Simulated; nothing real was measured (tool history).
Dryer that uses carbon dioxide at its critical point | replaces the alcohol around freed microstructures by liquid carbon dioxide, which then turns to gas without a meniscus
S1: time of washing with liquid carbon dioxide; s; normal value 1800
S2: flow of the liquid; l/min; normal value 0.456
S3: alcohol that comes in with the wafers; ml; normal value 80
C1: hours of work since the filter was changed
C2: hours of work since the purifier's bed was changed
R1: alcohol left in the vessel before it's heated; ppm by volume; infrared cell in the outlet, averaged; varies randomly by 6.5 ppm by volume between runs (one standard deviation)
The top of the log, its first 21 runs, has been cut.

Run 22, hour 176.0: usual settings but S1 1560 s, S2 0.656 l/min; C1 228; C2 270. Result: R1 167 ppm by volume.
Run 23, hour 181.7: usual settings but S1 1320 s, S2 0.656 l/min, S3 114 ml; C1 231; C2 273. Result: R1 505 ppm by volume.
Run 24, hour 188.7: usual settings but S1 1320 s, S2 0.656 l/min, S3 114 ml; C1 234; C2 276. Result: R1 515 ppm by volume.
Run 25, hour 199.4: usual settings but S1 1320 s, S2 0.656 l/min, S3 114 ml; C1 239; C2 281. Result: R1 509 ppm by volume.
Run 26, hour 204.9: usual settings but S1 1320 s, S2 0.656 l/min, S3 114 ml; C1 242; C2 284. Result: R1 522 ppm by volume.
Run 27, hour 212.6: usual settings but S1 1320 s, S2 0.444 l/min, S3 114 ml; C1 246; C2 288. Result: R1 2298 ppm by volume.
Run 28, hour 219.2: usual settings but S1 2220 s, S2 0.305 l/min; C1 249; C2 291. Result: R1 954 ppm by volume.
Run 29, hour 227.3: usual settings but S1 1380 s, S3 23 ml; C1 253; C2 295. Result: R1 384 ppm by volume.
Run 30, hour 236.3: usual settings but S1 1380 s, S3 23 ml; C1 257; C2 299. Result: R1 387 ppm by volume.
Run 31, hour 242.8: usual settings but S1 2400 s, S2 0.362 l/min, S3 55 ml; C1 260; C2 302. Result: R1 259 ppm by volume.
Run 32, hour 254.1: usual settings but S1 1140 s, S3 22 ml; C1 266; C2 308. Result: R1 658 ppm by volume.
Run 33, hour 264.3: usual settings but S1 1620 s, S2 0.403 l/min, S3 21 ml; C1 271; C2 313. Result: R1 323 ppm by volume.
Run 34, hour 274.1: usual settings but S1 2160 s, S2 0.403 l/min, S3 21 ml; C1 275; C2 317. Result: R1 132 ppm by volume.
Run 35, hour 280.8: usual settings but S1 2160 s, S2 0.403 l/min, S3 21 ml; C1 279; C2 321. Result: R1 115 ppm by volume.
At hour 283.8: inlet filter changed.
Run 36, hour 288.1: usual settings but S1 2160 s, S2 0.622 l/min, S3 21 ml; C1 2; C2 324. Result: R1 37 ppm by volume.
Run 37, hour 294.2: usual settings but S1 2160 s, S2 0.622 l/min, S3 66 ml; C1 5; C2 327. Result: R1 58 ppm by volume.

Here are 4 independent what-if runs from the current tool condition. What would each one return?
Run A, hour 306.1: usual settings but S2 0.643 l/min, S3 40 ml; C1 11; C2 332. Result: R1 ?.
Run B, hour 306.1: usual settings but S1 1140 s, S2 0.622 l/min, S3 24 ml; C1 11; C2 332. Result: R1 ?.
Run C, hour 306.1: usual settings but S1 1500 s, S2 0.501 l/min, S3 46 ml; C1 11; C2 332. Result: R1 ?.
Run D, hour 306.1: usual settings but S1 1200 s, S2 0.319 l/min, S3 72 ml; C1 11; C2 332. Result: R1 ?.

run    R1
  A    51
  B   200
  C   273
  D  3515
With the hidden condition removed and each run's random variation left untouched, the same runs would have given:
run    R1
  A    22
  B   168
  C   238
  D  3433
